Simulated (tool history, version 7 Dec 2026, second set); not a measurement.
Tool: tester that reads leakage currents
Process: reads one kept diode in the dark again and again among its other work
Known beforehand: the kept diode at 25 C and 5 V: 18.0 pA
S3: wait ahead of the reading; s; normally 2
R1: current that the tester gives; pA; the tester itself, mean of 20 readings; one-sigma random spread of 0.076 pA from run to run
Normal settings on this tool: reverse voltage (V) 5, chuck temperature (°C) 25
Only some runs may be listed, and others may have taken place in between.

Run 1, hour 0: usual settings. Result: R1 19.84 pA.
Run 2, hour 28.4: usual settings. Result: R1 19.75 pA.
At hour 54.5: chuck's temperature calibrated.
Run 3, hour 66.9: usual settings. Result: R1 19.09 pA.
Run 4, hour 106.6: usual settings but S3 1.51 s. Result: R1 19.38 pA.
Run 5, hour 145.7: usual settings but S3 1.64 s. Result: R1 19.35 pA.
Run 6, hour 163.7: usual settings but S3 1.64 s. Result: R1 19.48 pA.
At hour 177.9: chuck's temperature calibrated, once more.
Run 7, hour 192.5: usual settings but S3 1.64 s. Result: R1 21.27 pA.
Run 8, hour 221.1: usual settings but S3 1.64 s. Result: R1 21.24 pA.
Run 9, hour 257.2: usual settings but chuck temperature (°C) 36. Result: R1 48.37 pA.
Run 10, hour 298.8: usual settings but S3 5.26 s. Result: R1 20.57 pA.
Run 11, hour 332.8: usual settings. Result: R1 21.09 pA.
Run 12, hour 362.3: usual settings but chuck temperature (°C) 20. Result: R1 14.61 pA.
Run 13, hour 395.1: usual settings but reverse voltage (V) 4.11, chuck temperature (°C) 20. Result: R1 13.3 pA.
Run 14, hour 427: usual settings. Result: R1 21.26 pA.
Run 15, hour 458.7: usual settings but S3 0.38 s. Result: R1 25.25 pA.
Run 16, hour 492: usual settings but reverse voltage (V) 1.25, chuck temperature (°C) 41, S3 7.62 s. Result: R1 41.26 pA.
Run 17, hour 525.9: usual settings but reverse voltage (V) 1.25, chuck temperature (°C) 41, S3 7.62 s. Result: R1 41.09 pA.
Run 18, hour 565: usual settings but reverse voltage (V) 1.25, chuck temperature (°C) 41, S3 7.62 s. Result: R1 41.24 pA.
Run 19, hour 595: usual settings but reverse voltage (V) 1.24, chuck temperature (°C) 32, S3 3.26 s. Result: R1 20.03 pA.
Run 20, hour 631.4: usual settings but reverse voltage (V) 1.73, chuck temperature (°C) 46, S3 5.46 s. Result: R1 68.16 pA.
Run 21, hour 660.1: usual settings but reverse voltage (V) 7.64, chuck temperature (°C) 45, S3 6.47 s. Result: R1 112.51 pA.
Run 22, hour 689.5: usual settings but reverse voltage (V) 19.84, S3 0.64 s. Result: R1 51.32 pA.
Run 23, hour 726.1: usual settings but reverse voltage (V) 19.84, S3 0.64 s. Result: R1 51.31 pA.
Run 24, hour 759.5: usual settings but reverse voltage (V) 19.84, S3 0.64 s. Result: R1 51.6 pA.
Run 25, hour 792.2: usual settings but reverse voltage (V) 2.92, S3 0.55 s. Result: R1 18 pA.
Run 26, hour 834.3: usual settings but reverse voltage (V) 2.92, S3 0.55 s. Result: R1 18.06 pA.
Run 27, hour 877.2: usual settings but chuck temperature (°C) 39. Result: R1 61.01 pA.
Run 28, hour 898.2: usual settings but reverse voltage (V) 14.92, chuck temperature (°C) 23, S3 1.81 s. Result: R1 33.31 pA.
Run 29, hour 930.3: usual settings but reverse voltage (V) 14.92, chuck temperature (°C) 23, S3 1.81 s. Result: R1 33.42 pA.

5 ways to go on from here, each from the tool as it stands after run 29. What would each give?
Run A, hour 969.6: usual settings but reverse voltage (V) 13.5, chuck temperature (°C) 23, S3 5.71 s. Result: R1 ?.
Run B, hour 969.6: usual settings but reverse voltage (V) 4.74, chuck temperature (°C) 23, S3 1.81 s. Result: R1 ?.
Run C, hour 969.6: usual settings but reverse voltage (V) 17.35, chuck temperature (°C) 47, S3 5.04 s. Result: R1 ?.
Run D, hour 969.6: usual settings but chuck temperature (°C) 43, S3 4.88 s. Result: R1 ?.
Run E, hour 969.6: usual settings but S3 2.37 s. Result: R1 ?.

run     R1
  A  29.78
  B  18.14
  C  181.5
  D  81.56
  E  21.29
Stripped of hidden state, with their random variation kept, the same runs would have yielded:
run      R1
  A   23.02
  B   15.87
  C  174.88
  D   80.13
  E   18.95

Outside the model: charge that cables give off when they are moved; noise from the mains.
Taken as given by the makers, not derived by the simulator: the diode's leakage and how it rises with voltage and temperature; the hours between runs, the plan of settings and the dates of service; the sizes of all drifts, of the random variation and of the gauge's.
